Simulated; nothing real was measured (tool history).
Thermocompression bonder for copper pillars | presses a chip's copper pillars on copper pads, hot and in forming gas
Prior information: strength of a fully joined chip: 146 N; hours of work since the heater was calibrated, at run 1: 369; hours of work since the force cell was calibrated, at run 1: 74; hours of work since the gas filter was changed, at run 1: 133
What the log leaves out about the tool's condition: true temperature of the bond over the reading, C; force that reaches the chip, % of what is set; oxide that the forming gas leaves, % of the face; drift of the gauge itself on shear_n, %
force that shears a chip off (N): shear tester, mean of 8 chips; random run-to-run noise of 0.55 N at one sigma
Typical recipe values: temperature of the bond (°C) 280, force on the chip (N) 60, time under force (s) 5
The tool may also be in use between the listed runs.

run,hour,temperature of the bond (°C),force on the chip (N),time under force (s),hours of work since the heater was calibrated,hours of work since the force cell was calibrated,hours of work since the gas filter was changed,force that shears a chip off (N)
1,0,280,60,5,369,74,133,106.5
2,9.2,280,60,13,374,79,138,128.7
3,18.6,280,60,13,380,84,143,127.4
4,27.9,280,60,13,385,90,149,128
5,36.2,280,60,13,390,95,154,128.5
6,43.2,261,60,13,394,99,158,118.1
7,48.5,280,60,5,397,102,161,106.5
8,54.8,280,60,5,401,105,165,107
9,63.2,280,60,5,406,110,169,106.6
10,67.4,280,60,8,408,113,172,118.5
11,72.1,280,60,8,411,116,175,118.5
12,80.2,280,55,5,415,120,179,102.4
13,84.6,280,60,5,418,123,182,106.5
14,94,280,60,5,423,128,187,107.7
15,102.4,280,60,5,428,133,192,107.4
16,106.3,280,60,5,431,135,195,108.4
17,112.9,301,60,5,434,139,198,121.8
18,121.6,301,60,5,440,144,203,120.8
19,128,301,60,5,443,148,207,121.7
20,132.7,301,60,5,446,151,210,121
# hour 139.2: forming gas filter changed
21,140.7,301,60,5,450,155,1,122
22,149.8,301,60,5,456,161,6,122

Estimate the outcome of run 23 from the log above:
23,154.4,301,60,5,458,163,9,?

Run 23 came out at force that shears a chip off (N) 122.2.
Minus the tool's unlogged condition, the same run would have read force that shears a chip off (N) 120.3.
